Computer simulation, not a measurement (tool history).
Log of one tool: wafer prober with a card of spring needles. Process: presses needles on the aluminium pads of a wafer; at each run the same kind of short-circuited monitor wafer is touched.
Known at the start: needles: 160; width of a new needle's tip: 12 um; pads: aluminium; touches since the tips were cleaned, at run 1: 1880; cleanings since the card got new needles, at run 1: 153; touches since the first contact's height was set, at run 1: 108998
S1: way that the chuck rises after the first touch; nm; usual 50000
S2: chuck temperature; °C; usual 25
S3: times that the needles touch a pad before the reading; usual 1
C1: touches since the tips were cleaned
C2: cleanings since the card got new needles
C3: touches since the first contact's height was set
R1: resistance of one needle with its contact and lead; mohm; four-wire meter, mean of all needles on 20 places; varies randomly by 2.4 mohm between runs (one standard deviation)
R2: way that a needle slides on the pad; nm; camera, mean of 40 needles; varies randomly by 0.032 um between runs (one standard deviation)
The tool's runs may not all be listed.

run     day     S1   S2  S3    C1   C2      C3   R1     R2
  1       0  50000   25   1  1880  153  108998  267  11610
      0.354  -- tips cleaned on abrasive film
      0.933  -- tips cleaned on abrasive film
      1.533  -- tips cleaned on abrasive film
  2   1.588  50000   25   1   660  156  128246  269  11580
      2.079  -- tips cleaned on abrasive film
      2.571  -- tips cleaned on abrasive film
      2.704  -- height of the first contact set anew
  3   2.971  50000   25   1  4743  158    3255  264  11710
      3.179  -- tips cleaned on abrasive film
      3.771  -- tips cleaned on abrasive film
      4.317  -- tips cleaned on abrasive film
      4.808  -- tips cleaned on abrasive film
  4   4.867  50000   25   1   712  162   26223  267  11540
      5.333  -- tips cleaned on abrasive film
      5.862  -- tips cleaned on abrasive film
      6.433  -- tips cleaned on abrasive film
  5   6.896  50000   25   1  5645  165   50905  267  11610
      7.021  -- tips cleaned on abrasive film
      7.592  -- tips cleaned on abrasive film
      8.104  -- tips cleaned on abrasive film
  6   8.104  50000   25   1     0  168   65521  267  11630
      8.642  -- tips cleaned on abrasive film
      9.196  -- tips cleaned on abrasive film
      9.783  -- tips cleaned on abrasive film
  7  10.012  50000   25   1  2821  171   88706  267  11660
     10.371  -- tips cleaned on abrasive film
     10.929  -- tips cleaned on abrasive film
  8  11.158  50000   25   1  2844  173  102629  262  11730
     11.529  -- tips cleaned on abrasive film
     12.125  -- tips cleaned on abrasive film
     12.688  -- tips cleaned on abrasive film
  9  12.888  50000   25   1  2479  176  123613  269  11690
     13.233  -- tips cleaned on abrasive film
     13.721  -- tips cleaned on abrasive film
     14.312  -- tips cleaned on abrasive film
     14.446  -- height of the first contact set anew
 10  14.588  50000   25   1  3196  179    1707  265  11680
     14.933  -- tips cleaned on abrasive film
     15.425  -- tips cleaned on abrasive film
     15.992  -- tips cleaned on abrasive film
 11  16.021  50000   50   1   314  182   19069  278  11710
     16.579  -- tips cleaned on abrasive film
     17.104  -- tips cleaned on abrasive film
 12  17.542  50000   50   1  5303  184   37564  273  11680
     17.667  -- tips cleaned on abrasive film
     18.212  -- tips cleaned on abrasive film
     18.817  -- tips cleaned on abrasive film
 13  18.875  50000   25   1   684  187   53715  269  11670
     19.338  -- tips cleaned on abrasive film
     19.829  -- tips cleaned on abrasive film
     20.321  -- tips cleaned on abrasive film
 14  20.742  50000   25   1  5146  190   76397  263  11760
     20.867  -- tips cleaned on abrasive film
     21.462  -- tips cleaned on abrasive film
     22.008  -- tips cleaned on abrasive film
 15  22.171  49000   80   1  1997  193   93717  285  11440
     22.542  -- tips cleaned on abrasive film
     23.088  -- tips cleaned on abrasive film
 16  23.312  49000   80   1  2751  195  107552  286  11450
     23.633  -- tips cleaned on abrasive film
     24.233  -- tips cleaned on abrasive film
     24.812  -- tips cleaned on abrasive film
 17   24.85  49000   80   1   472  198  126229  280  11530
     25.329  -- tips cleaned on abrasive film
     25.821  -- tips cleaned on abrasive film
       26.2  -- height of the first contact set anew
     26.325  -- tips cleaned on abrasive film
 18    26.7  49000   80   1  4591  201    6078  283  11460
     26.917  -- tips cleaned on abrasive film
     27.488  -- tips cleaned on abrasive film
 19  27.571  42000   80   3  1017  203   16630  288   9850
     28.062  -- tips cleaned on abrasive film
     28.675  -- tips cleaned on abrasive film
 20  28.942  42000   27   3  3251  205   33271  267   9910
     29.271  -- tips cleaned on abrasive film
     29.817  -- tips cleaned on abrasive film
     30.396  -- tips cleaned on abrasive film
     30.954  -- tips cleaned on abrasive film
 21  30.954  39000  116   1     0  209   57657  295   9140
     31.446  -- tips cleaned on abrasive film
     31.988  -- tips cleaned on abrasive film
     32.579  -- tips cleaned on abrasive film
     33.079  -- card fitted with new needles
 22  33.225  62000   55   1  1831    0    1831  272  14530
     33.592  -- tips cleaned on abrasive film
     34.142  -- tips cleaned on abrasive film
     34.692  -- tips cleaned on abrasive film
 23  34.692  62000   55   1     0    3   19575  271  14520
     35.283  -- tips cleaned on abrasive film
     35.842  -- tips cleaned on abrasive film
 24  36.292  62000   55   1  5492    5   39034  274  14630
     36.383  -- tips cleaned on abrasive film
     36.946  -- tips cleaned on abrasive film
     37.483  -- tips cleaned on abrasive film
 25  37.483  62000   98   3     0    8   53460  282  14610
     38.042  -- tips cleaned on abrasive film
     38.608  -- tips cleaned on abrasive film
     39.183  -- tips cleaned on abrasive film
 26  39.454  62000   98   2  3320   11   77402  286  14630
     39.692  -- tips cleaned on abrasive film
     40.183  -- tips cleaned on abrasive film
     40.675  -- tips cleaned on abrasive film
     41.267  -- tips cleaned on abrasive film
 27  41.446  62000   98   2  2183   15  101531  286  14590

3 ways to go on from here, each from the tool as it stands after run 27. What would each give?
     41.812  -- tips cleaned on abrasive film
     42.417  -- tips cleaned on abrasive film
     43.008  -- tips cleaned on abrasive film
  A  43.15  62000  61   2  1713  18  122215   ?   ?
     41.812  -- tips cleaned on abrasive film
     42.417  -- tips cleaned on abrasive film
     43.008  -- tips cleaned on abrasive film
  B  43.15  54000  29   2  1713  18  122215   ?   ?
     41.812  -- tips cleaned on abrasive film
     42.417  -- tips cleaned on abrasive film
     43.008  -- tips cleaned on abrasive film
  C  43.15  50000  69   1  1713  18  122215   ?   ?

run   R1     R2
  A  276  14570
  B  265  12750
  C  280  11810
With no hidden state in the tool, these same runs would have given:
run   R1     R2
  A  276  14370
  B  265  12580
  C  279  11650
